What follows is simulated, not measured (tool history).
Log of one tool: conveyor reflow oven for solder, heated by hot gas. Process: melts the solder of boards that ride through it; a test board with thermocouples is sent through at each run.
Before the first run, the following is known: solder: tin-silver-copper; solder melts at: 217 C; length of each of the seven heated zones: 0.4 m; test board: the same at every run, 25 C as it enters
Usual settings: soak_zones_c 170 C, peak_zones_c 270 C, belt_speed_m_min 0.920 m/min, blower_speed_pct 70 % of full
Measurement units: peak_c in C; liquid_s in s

run,hour,soak_zones_c,peak_zones_c,belt_speed_m_min,blower_speed_pct,peak_c,liquid_s
1,0.0,170,270,0.920,70,248.6,35.74
2,13.5,170,270,0.920,70,248.5,35.70
3,20.8,170,270,0.920,70,248.4,35.42
4,34.1,170,270,0.920,70,248.4,35.55
5,43.4,170,270,0.920,70,248.5,35.66
6,57.6,170,270,1.041,70,243.5,28.07
7,69.6,170,279,1.041,60,245.8,28.60
8,84.2,182,270,0.920,70,250.5,39.84
9,94.1,182,263,0.763,70,249.4,48.98
10,109.1,182,263,0.763,70,249.6,49.08
11,120.6,178,281,1.076,70,252.6,33.25

For some of the steps in peak_c from one run to the next: how much would appear even if the tool had no hidden state, given the settings, what came in and random variation, and how much remains for the hidden state plus any gauge scatter that the measured result and the result without hidden state don't share?
Unlogged tool condition in this case: heat that the gas passes to the board, % of a clean oven's; belt's true speed, % of the reading; true gas temperature in zones 6 and 7 over the reading, C; drift of the gauge itself on peak_c, C; drift of the gauge itself on liquid_s, %.
Run 5 -> 6: belt_speed_m_min 0.920 -> 1.041. peak_c -5.0 C: hidden state +0.0, all else -5.0.
Run 10 -> 11: soak_zones_c 182 -> 178, peak_zones_c 263 -> 281, belt_speed_m_min 0.763 -> 1.076. peak_c +3.0 C: hidden state -0.3, all else +3.3.
